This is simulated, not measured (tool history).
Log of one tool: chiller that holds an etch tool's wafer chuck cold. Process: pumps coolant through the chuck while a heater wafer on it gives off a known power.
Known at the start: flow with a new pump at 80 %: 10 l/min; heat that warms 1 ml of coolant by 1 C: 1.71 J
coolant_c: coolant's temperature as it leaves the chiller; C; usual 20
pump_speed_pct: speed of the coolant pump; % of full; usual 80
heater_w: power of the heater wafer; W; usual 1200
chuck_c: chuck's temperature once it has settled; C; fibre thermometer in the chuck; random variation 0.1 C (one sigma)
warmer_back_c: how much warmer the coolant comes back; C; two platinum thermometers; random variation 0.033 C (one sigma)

run      day  coolant_c  pump_speed_pct  heater_w  chuck_c  warmer_back_c
  1        0         20              80      1200     29.5           4.56
  2    5.138         20              80      1200     29.5           4.49
  3    9.546         20              80      1200     29.6            4.5
  4   13.375         20              80      1200     29.4           4.59
  5    16.25         19              80      1200     28.5           4.58
      19.117  -- chiller's thermometer calibrated
  6   19.546         19              80      1200     28.5           4.57
  7   24.388         12              80      1200     21.5           4.53
  8   27.617         20              80      1200     29.4           4.64
  9     33.4         20              69      1200     30.6           5.33
      34.229  -- chiller's thermometer calibrated, once more
 10     36.3         20              69      1200     30.8            5.3
 11   40.842         20              80      1200     29.8           4.58
 12   46.083         20              80      1200     29.9            4.6
 13   49.025         20              80      1200     29.7           4.63
 14   53.008         20              80      1200     29.8           4.64
 15   56.438         20              80      1200     29.9           4.62
 16   59.508         20              80      1200       30           4.61
 17   63.962         20              80       875     27.2           3.43
 18   67.238         20              80       875     27.4           3.38
 19   70.246         20              80       875     27.1           3.37
 20   75.933         20              80       875     27.4           3.43
 21   80.858         13              89      1606     25.7           5.66
 22   83.808         13              89       985     20.7           3.51
 23   87.704         29              66      1583     44.3           7.53
 24   91.825         27              64       813       35           3.93
 25   96.438         23              72      1497     36.7           6.49
 26  100.704         20              62       788       28           3.96
 27  103.908         10              62       788     17.8           3.93
 28   107.15         24              70       623     29.8           2.78
 29  112.896         23              80       977     31.3           3.85
 30   117.75         23              80       977       31           3.88
 31  120.442         23              96       733     28.6           2.42
 32  125.379         23              96       733     28.6           2.44
 33  131.167         22              80      1200     32.3           4.76

The same runs without the tool's hidden state, with the same run-to-run variation:
The hidden state here: heat passed by the chuck's channels, % of clean ones'; flow at a given pump speed, % of a new pump's; coolant's true temperature over the reading, C; drift of the gauge itself on chuck_c, C; drift of the gauge itself on warmer_back_c, C.
run  chuck_c  warmer_back_c
  1     28.3           4.25
  2     28.3           4.17
  3     28.4           4.17
  4     28.3           4.25
  5     27.3           4.24
  6     27.4           4.22
  7     20.4           4.17
  8     28.2           4.28
  9     29.3            4.9
 10     29.2           4.87
 11     28.3            4.2
 12     28.4            4.2
 13     28.2           4.22
 14     28.3           4.23
 15     28.3            4.2
 16     28.4           4.19
 17     26.1           3.11
 18     26.2           3.06
 19     25.9           3.04
 20     26.2            3.1
 21     23.5           5.09
 22     19.4           3.16
 23     41.6           6.76
 24     33.7           3.52
 25     34.2            5.8
 26     26.6           3.53
 27     16.5           3.51
 28     28.8           2.47
 29     29.8           3.42
 30     29.5           3.44
 31     27.6           2.14
 32     27.6           2.15
 33     30.3           4.19

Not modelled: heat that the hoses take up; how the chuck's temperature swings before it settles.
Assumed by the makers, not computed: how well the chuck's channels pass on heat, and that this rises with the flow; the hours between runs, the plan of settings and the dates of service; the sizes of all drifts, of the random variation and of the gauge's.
